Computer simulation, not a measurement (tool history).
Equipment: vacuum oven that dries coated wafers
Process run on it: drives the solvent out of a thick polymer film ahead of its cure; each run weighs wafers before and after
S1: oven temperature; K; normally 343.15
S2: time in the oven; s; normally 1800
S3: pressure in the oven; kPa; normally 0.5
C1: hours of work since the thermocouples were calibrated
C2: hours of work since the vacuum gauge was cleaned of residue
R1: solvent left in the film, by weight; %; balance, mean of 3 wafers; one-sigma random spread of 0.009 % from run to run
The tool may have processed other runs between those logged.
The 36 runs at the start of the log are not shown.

run	hour	S1	S2	S3	C1	C2	R1
37	2320.4	343.15	1380	1.601	454	767	2.737
38	2372.7	336.15	1020	1.454	491	803	6.331
39	2435	336.15	1020	1.454	535	847	6.3
40	2523.4	336.15	1020	1.454	598	910	6.316
41	2582.2	343.15	3060	0.464	639	951	0.575
42	2656.9	343.15	1800	0.372	692	1004	1.009
43	2703	344.15	1800	1.303	724	1037	1.675
44	2756.3	344.15	1800	1.303	762	1074	1.665
45	2818.1	344.15	1800	1.303	806	1118	1.666
46	2871.7	344.15	1800	1.303	844	1156	1.672
47	2920.2	344.15	1800	1.303	878	1190	1.66
# hour 2957.5: vacuum gauge cleaned of residue and calibrated
48	3003.6	344.15	1800	1.303	936	33	1.54

Each row is a separate what-if for the run after 48, all from the same tool condition, not one after another. Results?
A	3073.5	353.15	1560	0.647	985	82	?
B	3073.5	343.15	1800	0.849	985	82	?
C	3073.5	344.15	1800	0.946	985	82	?

run	R1
A	0.463
B	1.296
C	1.217
With no hidden state in the tool, these same runs would have given:
run	R1
A	0.466
B	1.321
C	1.239

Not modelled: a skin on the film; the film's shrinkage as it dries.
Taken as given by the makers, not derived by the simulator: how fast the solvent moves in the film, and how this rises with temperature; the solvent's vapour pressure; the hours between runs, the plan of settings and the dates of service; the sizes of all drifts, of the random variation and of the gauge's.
